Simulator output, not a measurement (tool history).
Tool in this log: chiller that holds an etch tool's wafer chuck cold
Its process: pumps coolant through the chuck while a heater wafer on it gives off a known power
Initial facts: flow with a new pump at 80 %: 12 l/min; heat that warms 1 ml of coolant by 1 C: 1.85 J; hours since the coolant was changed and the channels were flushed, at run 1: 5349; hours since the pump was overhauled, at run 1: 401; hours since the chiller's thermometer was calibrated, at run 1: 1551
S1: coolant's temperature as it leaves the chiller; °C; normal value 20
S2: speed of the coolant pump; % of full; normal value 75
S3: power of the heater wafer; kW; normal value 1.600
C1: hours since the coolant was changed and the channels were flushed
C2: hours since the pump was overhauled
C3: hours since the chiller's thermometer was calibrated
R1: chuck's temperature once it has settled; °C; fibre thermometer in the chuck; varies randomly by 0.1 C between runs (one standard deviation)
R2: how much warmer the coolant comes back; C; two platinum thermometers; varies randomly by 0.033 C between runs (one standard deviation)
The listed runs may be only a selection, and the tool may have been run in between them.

{"run": 1, "hour": 0.0, "S1": 20, "S2": 75, "S3": 1.6, "C1": 5349, "C2": 401, "C3": 1551, "R1": 32.1, "R2": 4.63}
{"run": 2, "hour": 24.2, "S1": 20, "S2": 75, "S3": 1.6, "C1": 5374, "C2": 425, "C3": 1575, "R1": 32.1, "R2": 4.64}
{"run": 3, "hour": 40.4, "S1": 20, "S2": 75, "S3": 1.6, "C1": 5390, "C2": 441, "C3": 1592, "R1": 31.8, "R2": 4.67}
{"run": 4, "hour": 63.3, "S1": 10, "S2": 75, "S3": 1.6, "C1": 5413, "C2": 464, "C3": 1615, "R1": 22.0, "R2": 4.67}
{"run": 5, "hour": 79.7, "S1": 20, "S2": 75, "S3": 1.6, "C1": 5429, "C2": 480, "C3": 1631, "R1": 31.9, "R2": 4.63}
{"run": 6, "hour": 113.7, "S1": 20, "S2": 75, "S3": 1.6, "C1": 5463, "C2": 514, "C3": 1665, "R1": 32.0, "R2": 4.69}
{"run": 7, "hour": 146.9, "S1": 20, "S2": 75, "S3": 1.6, "C1": 5496, "C2": 547, "C3": 1698, "R1": 32.0, "R2": 4.64}
{"run": 8, "hour": 181.1, "S1": 20, "S2": 75, "S3": 1.6, "C1": 5530, "C2": 582, "C3": 1732, "R1": 31.9, "R2": 4.66}
{"run": 9, "hour": 197.0, "S1": 20, "S2": 75, "S3": 1.6, "C1": 5546, "C2": 598, "C3": 1748, "R1": 32.0, "R2": 4.74}
{"run": 10, "hour": 215.0, "S1": 20, "S2": 75, "S3": 1.6, "C1": 5564, "C2": 616, "C3": 1766, "R1": 32.0, "R2": 4.72}
{"run": 11, "hour": 251.0, "S1": 20, "S2": 75, "S3": 1.6, "C1": 5600, "C2": 652, "C3": 1802, "R1": 32.0, "R2": 4.74}
{"run": 12, "hour": 272.3, "S1": 20, "S2": 75, "S3": 1.6, "C1": 5622, "C2": 673, "C3": 1824, "R1": 31.9, "R2": 4.7}
{"run": 13, "hour": 287.6, "S1": 20, "S2": 75, "S3": 1.556, "C1": 5637, "C2": 688, "C3": 1839, "R1": 31.5, "R2": 4.57}
{"run": 14, "hour": 305.7, "S1": 20, "S2": 64, "S3": 1.6, "C1": 5655, "C2": 706, "C3": 1857, "R1": 33.5, "R2": 5.49}
{"run": 15, "hour": 323.0, "S1": 20, "S2": 75, "S3": 0.998, "C1": 5672, "C2": 724, "C3": 1874, "R1": 27.4, "R2": 3.0}
{"run": 16, "hour": 338.0, "S1": 20, "S2": 64, "S3": 0.998, "C1": 5687, "C2": 739, "C3": 1889, "R1": 28.5, "R2": 3.52}
{"run": 17, "hour": 369.4, "S1": 20, "S2": 64, "S3": 0.998, "C1": 5719, "C2": 770, "C3": 1921, "R1": 28.4, "R2": 3.56}
{"run": 18, "hour": 399.0, "S1": 20, "S2": 64, "S3": 0.998, "C1": 5748, "C2": 800, "C3": 1950, "R1": 28.3, "R2": 3.51}
{"run": 19, "hour": 414.5, "S1": 12, "S2": 75, "S3": 1.6, "C1": 5764, "C2": 815, "C3": 1966, "R1": 23.9, "R2": 4.81}
{"run": 20, "hour": 437.4, "S1": 22, "S2": 83, "S3": 1.818, "C1": 5787, "C2": 838, "C3": 1989, "R1": 34.4, "R2": 4.95}
{"run": 21, "hour": 452.2, "S1": 11, "S2": 76, "S3": 1.534, "C1": 5802, "C2": 853, "C3": 2003, "R1": 22.2, "R2": 4.59}
{"run": 22, "hour": 474.1, "S1": 11, "S2": 76, "S3": 1.534, "C1": 5824, "C2": 875, "C3": 2025, "R1": 22.2, "R2": 4.58}
{"run": 23, "hour": 500.5, "S1": 20, "S2": 86, "S3": 1.122, "C1": 5850, "C2": 901, "C3": 2052, "R1": 27.6, "R2": 3.08}
{"run": 24, "hour": 517.7, "S1": 22, "S2": 63, "S3": 2.184, "C1": 5867, "C2": 918, "C3": 2069, "R1": 40.5, "R2": 7.64}
{"hour": 530.5, "done": "coolant changed, channels flushed"}
{"run": 25, "hour": 555.0, "S1": 20, "S2": 74, "S3": 1.6, "C1": 24, "C2": 950, "C3": 2100, "R1": 32.1, "R2": 4.96}
{"run": 26, "hour": 584.4, "S1": 27, "S2": 83, "S3": 0.905, "C1": 54, "C2": 979, "C3": 2130, "R1": 33.1, "R2": 2.57}
{"hour": 606.7, "done": "gauge calibrated"}
{"run": 27, "hour": 609.2, "S1": 27, "S2": 83, "S3": 0.905, "C1": 79, "C2": 1004, "C3": 2154, "R1": 33.2, "R2": 2.39}
{"run": 28, "hour": 633.5, "S1": 27, "S2": 83, "S3": 0.905, "C1": 103, "C2": 1028, "C3": 2179, "R1": 33.4, "R2": 2.35}
{"run": 29, "hour": 667.3, "S1": 22, "S2": 83, "S3": 1.288, "C1": 137, "C2": 1062, "C3": 2213, "R1": 31.0, "R2": 3.36}

Alternative continuations, all from the tool just after run 29; predict every row:
{"run": "A", "hour": 683.2, "S1": 23, "S2": 96, "S3": 0.99, "C1": 153, "C2": 1078, "C3": 2228, "R1": "?", "R2": "?"}
{"run": "B", "hour": 683.2, "S1": 22, "S2": 83, "S3": 2.013, "C1": 153, "C2": 1078, "C3": 2228, "R1": "?", "R2": "?"}
{"run": "C", "hour": 683.2, "S1": 22, "S2": 83, "S3": 1.294, "C1": 153, "C2": 1078, "C3": 2228, "R1": "?", "R2": "?"}

run=A R1=29.2 R2=2.21
run=B R1=35.9 R2=5.27
run=C R1=31.0 R2=3.42
What these runs would have given with no unlogged condition in the tool:
run=A R1=29.2 R2=2.18
run=B R1=35.9 R2=5.24
run=C R1=31.0 R2=3.38

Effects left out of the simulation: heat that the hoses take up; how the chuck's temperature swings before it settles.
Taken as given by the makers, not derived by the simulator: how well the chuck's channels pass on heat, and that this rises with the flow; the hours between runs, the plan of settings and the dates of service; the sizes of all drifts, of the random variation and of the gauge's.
